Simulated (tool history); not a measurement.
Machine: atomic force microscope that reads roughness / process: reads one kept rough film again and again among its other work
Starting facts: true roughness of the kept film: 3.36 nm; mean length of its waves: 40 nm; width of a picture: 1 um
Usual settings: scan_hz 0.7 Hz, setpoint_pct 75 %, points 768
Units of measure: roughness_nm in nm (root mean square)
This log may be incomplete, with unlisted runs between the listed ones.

run     day  scan_hz  setpoint_pct  points  roughness_nm
  1       0      0.7            75     768         2.939
  2   1.079      0.7            70     768         2.915
  3   2.083      0.7            70     768         2.908
  4   3.162      0.7            70     768         2.874
  5   4.475    0.549            75     768         2.847
  6   5.838    0.549            75     768         2.807
      5.975  -- height scale calibrated on a step standard
      6.446  -- new tip fitted
  7   7.742    0.549            75     768         3.048
  8   9.346      0.7            75     768          2.96
      9.679  -- height scale calibrated on a step standard, once more
  9  10.342      0.7            75     768         2.954

Run 10 is up next; what results do you expect?
 10  11.808    0.867            71     768             ?

roughness_nm: 2.896 nm (root mean square)
Had the tool carried no hidden state, the very same run would have given roughness_nm 3.084 nm (root mean square).
